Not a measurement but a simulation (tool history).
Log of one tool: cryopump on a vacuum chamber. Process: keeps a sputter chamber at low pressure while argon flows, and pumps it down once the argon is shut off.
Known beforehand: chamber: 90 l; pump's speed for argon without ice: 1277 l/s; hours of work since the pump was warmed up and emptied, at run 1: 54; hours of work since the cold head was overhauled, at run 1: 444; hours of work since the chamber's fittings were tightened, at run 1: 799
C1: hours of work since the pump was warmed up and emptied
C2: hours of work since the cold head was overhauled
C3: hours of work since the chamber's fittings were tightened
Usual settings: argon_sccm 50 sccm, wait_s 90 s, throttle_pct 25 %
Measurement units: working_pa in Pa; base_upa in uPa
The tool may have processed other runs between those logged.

{"run": 1, "hour": 0.0, "argon_sccm": 50, "wait_s": 90, "throttle_pct": 25, "C1": 54, "C2": 444, "C3": 799, "working_pa": 0.2686, "base_upa": 1.31}
{"run": 2, "hour": 15.1, "argon_sccm": 50, "wait_s": 90, "throttle_pct": 25, "C1": 65, "C2": 455, "C3": 810, "working_pa": 0.2683, "base_upa": 1.36}
{"run": 3, "hour": 34.1, "argon_sccm": 50, "wait_s": 90, "throttle_pct": 25, "C1": 79, "C2": 469, "C3": 824, "working_pa": 0.2708, "base_upa": 1.33}
{"run": 4, "hour": 49.5, "argon_sccm": 59, "wait_s": 90, "throttle_pct": 25, "C1": 91, "C2": 480, "C3": 836, "working_pa": 0.3189, "base_upa": 1.33}
{"run": 5, "hour": 59.8, "argon_sccm": 50, "wait_s": 90, "throttle_pct": 25, "C1": 98, "C2": 488, "C3": 843, "working_pa": 0.2687, "base_upa": 1.38}
{"run": 6, "hour": 78.2, "argon_sccm": 50, "wait_s": 90, "throttle_pct": 25, "C1": 112, "C2": 502, "C3": 857, "working_pa": 0.2704, "base_upa": 1.37}
{"run": 7, "hour": 98.4, "argon_sccm": 50, "wait_s": 90, "throttle_pct": 25, "C1": 127, "C2": 517, "C3": 872, "working_pa": 0.2721, "base_upa": 1.39}
{"run": 8, "hour": 120.3, "argon_sccm": 50, "wait_s": 276, "throttle_pct": 25, "C1": 143, "C2": 533, "C3": 888, "working_pa": 0.2739, "base_upa": 1.1}
{"run": 9, "hour": 130.3, "argon_sccm": 50, "wait_s": 276, "throttle_pct": 25, "C1": 150, "C2": 540, "C3": 895, "working_pa": 0.2725, "base_upa": 1.13}
{"run": 10, "hour": 148.4, "argon_sccm": 50, "wait_s": 90, "throttle_pct": 25, "C1": 164, "C2": 553, "C3": 909, "working_pa": 0.2754, "base_upa": 1.43}
{"run": 11, "hour": 170.4, "argon_sccm": 50, "wait_s": 90, "throttle_pct": 25, "C1": 180, "C2": 570, "C3": 925, "working_pa": 0.2749, "base_upa": 1.5}
{"run": 12, "hour": 182.9, "argon_sccm": 50, "wait_s": 90, "throttle_pct": 25, "C1": 189, "C2": 579, "C3": 934, "working_pa": 0.2765, "base_upa": 1.49}
{"run": 13, "hour": 196.8, "argon_sccm": 50, "wait_s": 43, "throttle_pct": 36, "C1": 199, "C2": 589, "C3": 944, "working_pa": 0.1962, "base_upa": 2.06}
{"run": 14, "hour": 209.5, "argon_sccm": 57, "wait_s": 90, "throttle_pct": 25, "C1": 209, "C2": 599, "C3": 954, "working_pa": 0.3167, "base_upa": 1.53}
{"run": 15, "hour": 232.5, "argon_sccm": 57, "wait_s": 90, "throttle_pct": 25, "C1": 226, "C2": 615, "C3": 971, "working_pa": 0.3197, "base_upa": 1.6}
{"run": 16, "hour": 242.8, "argon_sccm": 41, "wait_s": 29, "throttle_pct": 25, "C1": 233, "C2": 623, "C3": 978, "working_pa": 0.2279, "base_upa": 2.53}
{"run": 17, "hour": 264.5, "argon_sccm": 48, "wait_s": 21, "throttle_pct": 42, "C1": 249, "C2": 639, "C3": 994, "working_pa": 0.1675, "base_upa": 3.22}
{"run": 18, "hour": 288.2, "argon_sccm": 50, "wait_s": 90, "throttle_pct": 50, "C1": 267, "C2": 657, "C3": 1012, "working_pa": 0.1496, "base_upa": 1.72}
{"run": 19, "hour": 304.7, "argon_sccm": 50, "wait_s": 90, "throttle_pct": 50, "C1": 279, "C2": 669, "C3": 1024, "working_pa": 0.1523, "base_upa": 1.7}
{"run": 20, "hour": 325.0, "argon_sccm": 50, "wait_s": 90, "throttle_pct": 50, "C1": 294, "C2": 684, "C3": 1039, "working_pa": 0.152, "base_upa": 1.7}
{"run": 21, "hour": 345.2, "argon_sccm": 50, "wait_s": 29, "throttle_pct": 18, "C1": 309, "C2": 699, "C3": 1054, "working_pa": 0.389, "base_upa": 2.71}
{"run": 22, "hour": 365.7, "argon_sccm": 50, "wait_s": 29, "throttle_pct": 18, "C1": 324, "C2": 714, "C3": 1069, "working_pa": 0.3896, "base_upa": 2.7}
{"run": 23, "hour": 386.1, "argon_sccm": 50, "wait_s": 109, "throttle_pct": 25, "C1": 339, "C2": 729, "C3": 1084, "working_pa": 0.2883, "base_upa": 1.71}

Below are 5 alternative next runs, each starting from the tool's condition after run 23. Predict each:
{"run": "A", "hour": 407.4, "argon_sccm": 50, "wait_s": 229, "throttle_pct": 25, "C1": 355, "C2": 744, "C3": 1100, "working_pa": "?", "base_upa": "?"}
{"run": "B", "hour": 407.4, "argon_sccm": 50, "wait_s": 150, "throttle_pct": 54, "C1": 355, "C2": 744, "C3": 1100, "working_pa": "?", "base_upa": "?"}
{"run": "C", "hour": 407.4, "argon_sccm": 69, "wait_s": 109, "throttle_pct": 25, "C1": 355, "C2": 744, "C3": 1100, "working_pa": "?", "base_upa": "?"}
{"run": "D", "hour": 407.4, "argon_sccm": 97, "wait_s": 108, "throttle_pct": 37, "C1": 355, "C2": 744, "C3": 1100, "working_pa": "?", "base_upa": "?"}
{"run": "E", "hour": 407.4, "argon_sccm": 27, "wait_s": 84, "throttle_pct": 33, "C1": 355, "C2": 744, "C3": 1100, "working_pa": "?", "base_upa": "?"}

run=A working_pa=0.2890 base_upa=1.57
run=B working_pa=0.1470 base_upa=1.68
run=C working_pa=0.4008 base_upa=1.77
run=D working_pa=0.3944 base_upa=1.76
run=E working_pa=0.1214 base_upa=1.85
Without the tool's hidden state the same runs would have given:
run=A working_pa=0.2645 base_upa=0.42
run=B working_pa=0.1226 base_upa=0.53
run=C working_pa=0.3670 base_upa=0.62
run=D working_pa=0.3471 base_upa=0.63
run=E working_pa=0.1082 base_upa=0.73
